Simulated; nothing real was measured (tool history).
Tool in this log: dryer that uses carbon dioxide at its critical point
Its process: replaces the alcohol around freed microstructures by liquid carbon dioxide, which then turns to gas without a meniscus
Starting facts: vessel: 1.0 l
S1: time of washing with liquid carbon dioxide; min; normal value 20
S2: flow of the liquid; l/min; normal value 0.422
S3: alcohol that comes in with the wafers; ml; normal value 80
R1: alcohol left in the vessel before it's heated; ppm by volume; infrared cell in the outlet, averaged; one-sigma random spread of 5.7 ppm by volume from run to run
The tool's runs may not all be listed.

run 1 hour=0.0 | S1=20 S2=0.422 S3=80 | R1=391
run 2 hour=35.0 | S1=20 S2=0.422 S3=58 | R1=295
run 3 hour=71.7 | S1=20 S2=0.422 S3=58 | R1=291
-- hour=108.5 inlet filter changed
run 4 hour=111.6 | S1=20 S2=0.422 S3=80 | R1=209
run 5 hour=143.4 | S1=15 S2=0.422 S3=80 | R1=864
run 6 hour=171.5 | S1=15 S2=0.688 S3=80 | R1=73
run 7 hour=211.3 | S1=15 S2=0.688 S3=80 | R1=68
run 8 hour=266.7 | S1=15 S2=0.688 S3=80 | R1=67
run 9 hour=295.0 | S1=15 S2=0.688 S3=80 | R1=64
run 10 hour=336.9 | S1=15 S2=0.688 S3=80 | R1=76
run 11 hour=380.3 | S1=16 S2=0.422 S3=80 | R1=733
run 12 hour=406.0 | S1=16 S2=0.422 S3=80 | R1=762
run 13 hour=456.0 | S1=16 S2=0.422 S3=80 | R1=770
run 14 hour=487.9 | S1=19 S2=0.529 S3=80 | R1=106
run 15 hour=516.1 | S1=19 S2=0.529 S3=80 | R1=94
run 16 hour=561.2 | S1=17 S2=0.618 S3=43 | R1=73
run 17 hour=600.1 | S1=17 S2=0.618 S3=43 | R1=55
run 18 hour=634.5 | S1=17 S2=0.618 S3=43 | R1=66
run 19 hour=668.9 | S1=28 S2=0.472 S3=63 | R1=39
run 20 hour=694.9 | S1=17 S2=0.376 S3=80 | R1=1135
run 21 hour=727.2 | S1=14 S2=0.636 S3=48 | R1=136
run 22 hour=753.5 | S1=17 S2=0.422 S3=42 | R1=380
run 23 hour=809.4 | S1=17 S2=0.422 S3=42 | R1=389
run 24 hour=854.0 | S1=15 S2=0.390 S3=29 | R1=645
run 25 hour=885.6 | S1=25 S2=0.422 S3=111 | R1=146

Pick out some run-to-run changes in R1. Of each, how much would a tool without hidden state show as well, from the settings, what came in and chance, and how much is left for the hidden state and any gauge scatter not in both results compared?
Hidden state present: flow that reaches the vessel past the clogged filter, %; alcohol in the recycled carbon dioxide, ppm; drift of the gauge itself on alcohol_ppm, %.
Run 19 -> 20: S1 28 -> 17, S2 0.472 -> 0.376, S3 63 -> 80. R1 +1096 ppm by volume: hidden state +288, all else +808.
Run 20 -> 21: S1 17 -> 14, S2 0.376 -> 0.636, S3 80 -> 48. R1 -999 ppm by volume: hidden state -253, all else -746.

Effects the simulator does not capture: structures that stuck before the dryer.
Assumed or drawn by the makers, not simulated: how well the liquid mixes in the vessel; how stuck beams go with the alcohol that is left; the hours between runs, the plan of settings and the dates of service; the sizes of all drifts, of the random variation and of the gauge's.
